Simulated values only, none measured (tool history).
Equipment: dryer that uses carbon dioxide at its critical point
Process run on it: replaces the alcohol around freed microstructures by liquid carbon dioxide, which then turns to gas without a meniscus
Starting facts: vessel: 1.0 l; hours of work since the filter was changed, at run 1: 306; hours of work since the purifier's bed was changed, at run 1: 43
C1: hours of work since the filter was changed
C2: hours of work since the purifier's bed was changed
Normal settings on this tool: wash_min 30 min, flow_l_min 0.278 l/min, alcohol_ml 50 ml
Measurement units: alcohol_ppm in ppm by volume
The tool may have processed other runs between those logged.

{"run": 1, "day": 0.0, "wash_min": 30, "flow_l_min": 0.278, "alcohol_ml": 50, "C1": 306, "C2": 43, "alcohol_ppm": 93}
{"run": 2, "day": 0.375, "wash_min": 30, "flow_l_min": 0.267, "alcohol_ml": 50, "C1": 311, "C2": 47, "alcohol_ppm": 122}
{"run": 3, "day": 0.917, "wash_min": 30, "flow_l_min": 0.278, "alcohol_ml": 77, "C1": 317, "C2": 54, "alcohol_ppm": 151}
{"run": 4, "day": 1.467, "wash_min": 30, "flow_l_min": 0.278, "alcohol_ml": 32, "C1": 323, "C2": 60, "alcohol_ppm": 72}
{"run": 5, "day": 1.875, "wash_min": 30, "flow_l_min": 0.278, "alcohol_ml": 32, "C1": 328, "C2": 64, "alcohol_ppm": 79}
{"run": 6, "day": 2.296, "wash_min": 30, "flow_l_min": 0.278, "alcohol_ml": 32, "C1": 333, "C2": 69, "alcohol_ppm": 70}
{"run": 7, "day": 2.679, "wash_min": 30, "flow_l_min": 0.278, "alcohol_ml": 32, "C1": 337, "C2": 74, "alcohol_ppm": 83}
{"run": 8, "day": 3.108, "wash_min": 41, "flow_l_min": 0.278, "alcohol_ml": 50, "C1": 342, "C2": 79, "alcohol_ppm": 39}
{"run": 9, "day": 3.433, "wash_min": 41, "flow_l_min": 0.278, "alcohol_ml": 50, "C1": 346, "C2": 82, "alcohol_ppm": 43}
{"run": 10, "day": 3.692, "wash_min": 30, "flow_l_min": 0.278, "alcohol_ml": 50, "C1": 349, "C2": 85, "alcohol_ppm": 110}
{"run": 11, "day": 4.117, "wash_min": 30, "flow_l_min": 0.278, "alcohol_ml": 50, "C1": 354, "C2": 90, "alcohol_ppm": 126}
{"run": 12, "day": 4.608, "wash_min": 30, "flow_l_min": 0.278, "alcohol_ml": 50, "C1": 359, "C2": 96, "alcohol_ppm": 127}
{"run": 13, "day": 5.175, "wash_min": 43, "flow_l_min": 0.278, "alcohol_ml": 50, "C1": 366, "C2": 102, "alcohol_ppm": 40}
{"run": 14, "day": 5.504, "wash_min": 43, "flow_l_min": 0.278, "alcohol_ml": 50, "C1": 369, "C2": 106, "alcohol_ppm": 42}
{"run": 15, "day": 5.829, "wash_min": 30, "flow_l_min": 0.178, "alcohol_ml": 50, "C1": 373, "C2": 110, "alcohol_ppm": 976}
{"run": 16, "day": 6.25, "wash_min": 30, "flow_l_min": 0.178, "alcohol_ml": 50, "C1": 378, "C2": 115, "alcohol_ppm": 1029}
{"run": 17, "day": 6.617, "wash_min": 30, "flow_l_min": 0.254, "alcohol_ml": 50, "C1": 382, "C2": 119, "alcohol_ppm": 209}
{"run": 18, "day": 6.975, "wash_min": 30, "flow_l_min": 0.278, "alcohol_ml": 50, "C1": 386, "C2": 123, "alcohol_ppm": 140}
{"run": 19, "day": 7.533, "wash_min": 30, "flow_l_min": 0.331, "alcohol_ml": 50, "C1": 393, "C2": 129, "alcohol_ppm": 69}
{"run": 20, "day": 8.038, "wash_min": 30, "flow_l_min": 0.331, "alcohol_ml": 50, "C1": 398, "C2": 135, "alcohol_ppm": 73}
{"run": 21, "day": 8.571, "wash_min": 30, "flow_l_min": 0.331, "alcohol_ml": 50, "C1": 404, "C2": 141, "alcohol_ppm": 72}
{"run": 22, "day": 8.996, "wash_min": 30, "flow_l_min": 0.331, "alcohol_ml": 50, "C1": 409, "C2": 146, "alcohol_ppm": 67}
{"run": 23, "day": 9.562, "wash_min": 30, "flow_l_min": 0.278, "alcohol_ml": 52, "C1": 416, "C2": 152, "alcohol_ppm": 152}
{"run": 24, "day": 9.808, "wash_min": 30, "flow_l_min": 0.278, "alcohol_ml": 52, "C1": 419, "C2": 155, "alcohol_ppm": 162}
{"run": 25, "day": 10.217, "wash_min": 30, "flow_l_min": 0.428, "alcohol_ml": 66, "C1": 423, "C2": 160, "alcohol_ppm": 60}
{"run": 26, "day": 10.596, "wash_min": 30, "flow_l_min": 0.246, "alcohol_ml": 52, "C1": 428, "C2": 164, "alcohol_ppm": 291}
{"run": 27, "day": 11.133, "wash_min": 29, "flow_l_min": 0.298, "alcohol_ml": 22, "C1": 434, "C2": 170, "alcohol_ppm": 97}
{"run": 28, "day": 11.542, "wash_min": 29, "flow_l_min": 0.298, "alcohol_ml": 22, "C1": 438, "C2": 175, "alcohol_ppm": 92}
{"run": 29, "day": 11.796, "wash_min": 29, "flow_l_min": 0.298, "alcohol_ml": 22, "C1": 441, "C2": 178, "alcohol_ppm": 91}
{"run": 30, "day": 12.146, "wash_min": 30, "flow_l_min": 0.281, "alcohol_ml": 23, "C1": 445, "C2": 182, "alcohol_ppm": 99}
{"run": 31, "day": 12.488, "wash_min": 30, "flow_l_min": 0.196, "alcohol_ml": 50, "C1": 449, "C2": 186, "alcohol_ppm": 782}
{"run": 32, "day": 12.904, "wash_min": 26, "flow_l_min": 0.236, "alcohol_ml": 36, "C1": 454, "C2": 191, "alcohol_ppm": 486}
{"run": 33, "day": 13.358, "wash_min": 28, "flow_l_min": 0.371, "alcohol_ml": 63, "C1": 459, "C2": 196, "alcohol_ppm": 87}
{"day": 13.562, "done": "inlet filter changed"}
{"run": 34, "day": 13.65, "wash_min": 28, "flow_l_min": 0.278, "alcohol_ml": 53, "C1": 1, "C2": 199, "alcohol_ppm": 125}
{"run": 35, "day": 14.225, "wash_min": 30, "flow_l_min": 0.278, "alcohol_ml": 22, "C1": 8, "C2": 205, "alcohol_ppm": 80}
{"run": 36, "day": 14.575, "wash_min": 30, "flow_l_min": 0.278, "alcohol_ml": 22, "C1": 12, "C2": 209, "alcohol_ppm": 84}
{"run": 37, "day": 14.821, "wash_min": 30, "flow_l_min": 0.278, "alcohol_ml": 22, "C1": 14, "C2": 212, "alcohol_ppm": 83}
{"run": 38, "day": 15.158, "wash_min": 30, "flow_l_min": 0.291, "alcohol_ml": 50, "C1": 18, "C2": 216, "alcohol_ppm": 97}
{"run": 39, "day": 15.5, "wash_min": 31, "flow_l_min": 0.36, "alcohol_ml": 23, "C1": 22, "C2": 220, "alcohol_ppm": 66}
{"run": 40, "day": 15.975, "wash_min": 30, "flow_l_min": 0.278, "alcohol_ml": 28, "C1": 28, "C2": 225, "alcohol_ppm": 86}
{"run": 41, "day": 16.425, "wash_min": 30, "flow_l_min": 0.278, "alcohol_ml": 28, "C1": 33, "C2": 230, "alcohol_ppm": 91}
{"run": 42, "day": 16.867, "wash_min": 30, "flow_l_min": 0.278, "alcohol_ml": 28, "C1": 38, "C2": 235, "alcohol_ppm": 94}
{"run": 43, "day": 17.288, "wash_min": 25, "flow_l_min": 0.278, "alcohol_ml": 97, "C1": 43, "C2": 240, "alcohol_ppm": 344}
{"run": 44, "day": 17.658, "wash_min": 41, "flow_l_min": 0.278, "alcohol_ml": 43, "C1": 47, "C2": 245, "alcohol_ppm": 80}
{"run": 45, "day": 18.192, "wash_min": 41, "flow_l_min": 0.278, "alcohol_ml": 43, "C1": 53, "C2": 251, "alcohol_ppm": 76}
{"run": 46, "day": 18.638, "wash_min": 41, "flow_l_min": 0.278, "alcohol_ml": 43, "C1": 58, "C2": 256, "alcohol_ppm": 71}
{"run": 47, "day": 18.883, "wash_min": 26, "flow_l_min": 0.229, "alcohol_ml": 50, "C1": 61, "C2": 259, "alcohol_ppm": 434}

Each row is a separate what-if for the run after 47, all from the same tool condition, not one after another. Results?
{"run": "A", "day": 19.325, "wash_min": 36, "flow_l_min": 0.194, "alcohol_ml": 50, "C1": 66, "C2": 264, "alcohol_ppm": "?"}
{"run": "B", "day": 19.325, "wash_min": 30, "flow_l_min": 0.443, "alcohol_ml": 44, "C1": 66, "C2": 264, "alcohol_ppm": "?"}
{"run": "C", "day": 19.325, "wash_min": 29, "flow_l_min": 0.282, "alcohol_ml": 53, "C1": 66, "C2": 264, "alcohol_ppm": "?"}

run=A alcohol_ppm=226
run=B alcohol_ppm=86
run=C alcohol_ppm=138
What these runs would have given with no unlogged condition in the tool:
run=A alcohol_ppm=135
run=B alcohol_ppm=12
run=C alcohol_ppm=54
